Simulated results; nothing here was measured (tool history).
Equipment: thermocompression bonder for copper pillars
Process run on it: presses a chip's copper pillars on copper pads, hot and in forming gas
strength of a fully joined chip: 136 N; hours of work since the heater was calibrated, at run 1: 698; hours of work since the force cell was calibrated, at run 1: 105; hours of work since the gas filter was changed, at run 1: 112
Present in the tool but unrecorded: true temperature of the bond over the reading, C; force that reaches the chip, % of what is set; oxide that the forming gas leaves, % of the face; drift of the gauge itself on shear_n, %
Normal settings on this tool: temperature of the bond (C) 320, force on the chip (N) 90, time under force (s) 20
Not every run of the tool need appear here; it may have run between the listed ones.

| run | hour | temperature of the bond (C) | force on the chip (N) | time under force (s) | hours of work since the heater was calibrated | hours of work since the force cell was calibrated | hours of work since the gas filter was changed | force that shears a chip off (N) |
|---|---|---|---|---|---|---|---|---|
| 1 | 0.0 | 320 | 90 | 20 | 698 | 105 | 112 | 54.2 |
| 2 | 37.2 | 320 | 90 | 43 | 722 | 128 | 135 | 71.5 |
| 3 | 125.1 | 341 | 90 | 20 | 776 | 182 | 190 | 68.2 |
| 4 | 192.5 | 320 | 90 | 20 | 818 | 224 | 231 | 54.6 |
| 5 | 260.7 | 320 | 90 | 27 | 860 | 266 | 274 | 60.1 |
| 6 | 342.7 | 320 | 90 | 24 | 911 | 317 | 325 | 56.6 |
| 7 | 423.5 | 320 | 90 | 24 | 961 | 367 | 375 | 58.2 |
| 8 | 504.8 | 320 | 90 | 24 | 1011 | 417 | 425 | 56.8 |
| 9 | 550.2 | 320 | 90 | 40 | 1039 | 445 | 453 | 67.7 |
|  | 602.5 | forming gas filter changed |
| 10 | 605.5 | 320 | 90 | 40 | 1073 | 479 | 2 | 69.4 |
| 11 | 672.9 | 322 | 131 | 21 | 1115 | 521 | 44 | 82.3 |
| 12 | 742.5 | 320 | 90 | 26 | 1158 | 564 | 87 | 58.8 |
| 13 | 813.6 | 320 | 90 | 26 | 1202 | 608 | 131 | 59.5 |
| 14 | 882.1 | 320 | 90 | 26 | 1245 | 651 | 173 | 59.0 |
| 15 | 934.4 | 300 | 84 | 20 | 1277 | 683 | 206 | 37.8 |
| 16 | 984.7 | 300 | 90 | 29 | 1308 | 714 | 237 | 47.5 |
| 17 | 1072.0 | 300 | 108 | 14 | 1362 | 768 | 291 | 44.2 |
| 18 | 1108.5 | 300 | 108 | 14 | 1385 | 791 | 313 | 43.4 |
|  | 1120.4 | heater calibrated with a thermocouple chip |
| 19 | 1170.5 | 308 | 108 | 14 | 31 | 828 | 351 | 49.2 |
| 20 | 1210.4 | 308 | 108 | 14 | 56 | 853 | 375 | 49.5 |

What if the next run were any one of these 3? Each begins from the tool's condition after run 20:
| A | 1271.6 | 325 | 118 | 37 | 94 | 891 | 413 | ? |
| B | 1271.6 | 320 | 111 | 20 | 94 | 891 | 413 | ? |
| C | 1271.6 | 340 | 134 | 31 | 94 | 891 | 413 | ? |

| run | force that shears a chip off (N) |
|---|---|
| A | 89.0 |
| B | 65.5 |
| C | 107.1 |
Without the tool's unlogged condition, the same runs would have read:
| run | force that shears a chip off (N) |
|---|---|
| A | 89.2 |
| B | 65.6 |
| C | 107.3 |
